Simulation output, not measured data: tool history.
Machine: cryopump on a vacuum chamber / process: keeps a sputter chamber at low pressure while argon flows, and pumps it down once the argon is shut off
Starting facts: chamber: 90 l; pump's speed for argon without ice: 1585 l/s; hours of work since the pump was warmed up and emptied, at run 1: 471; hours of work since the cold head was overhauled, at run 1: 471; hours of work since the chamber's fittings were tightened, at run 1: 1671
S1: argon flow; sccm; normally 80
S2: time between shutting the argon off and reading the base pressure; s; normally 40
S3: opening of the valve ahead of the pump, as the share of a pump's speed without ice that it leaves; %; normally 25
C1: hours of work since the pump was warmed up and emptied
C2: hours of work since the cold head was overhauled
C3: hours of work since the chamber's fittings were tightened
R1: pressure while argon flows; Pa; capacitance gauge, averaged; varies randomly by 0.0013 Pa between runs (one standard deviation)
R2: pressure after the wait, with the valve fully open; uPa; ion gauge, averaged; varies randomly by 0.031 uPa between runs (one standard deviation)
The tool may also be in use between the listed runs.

run,day,S1,S2,S3,C1,C2,C3,R1,R2
1,0,80,40,25,471,471,1671,0.3484,3.07
2,1.896,80,246,25,490,490,1691,0.3477,1.9
3,3.717,80,246,25,509,509,1710,0.3503,1.98
4,4.879,80,246,25,522,522,1722,0.3472,1.99
5,6.804,80,30,25,542,542,1742,0.3517,3.65
6,7.712,80,30,25,551,551,1752,0.3513,3.75
7,9.392,91,40,25,569,569,1769,0.3976,3.23
8,10.712,91,40,25,583,583,1783,0.3978,3.22
9,12.496,80,274,25,602,602,1802,0.3508,2.1
10,13.304,80,29,25,610,610,1810,0.3529,3.64
11,14.742,44,40,25,625,625,1825,0.1956,3.19
12,16.062,44,40,42,639,639,1839,0.1171,3.37
13,17.812,44,40,42,657,657,1857,0.1177,3.38
14,19.438,91,45,43,674,674,1874,0.2392,3.16
15,20.462,61,45,35,685,685,1885,0.1948,3.19
16,22.196,60,40,17,703,703,1903,0.3846,3.34
17,22.988,60,40,17,712,712,1912,0.3865,3.35
18,24.817,60,40,17,731,731,1931,0.3847,3.52
19,26.396,56,26,25,747,747,1947,0.2475,4.33

Expected results for the next run?
20,28.188,136,287,25,766,766,1966,?,?

R1: 0.604 Pa
R2: 2.2 uPa
Had the tool carried no hidden state, the very same run would have given R1 0.5813 Pa, R2 0.37 uPa.
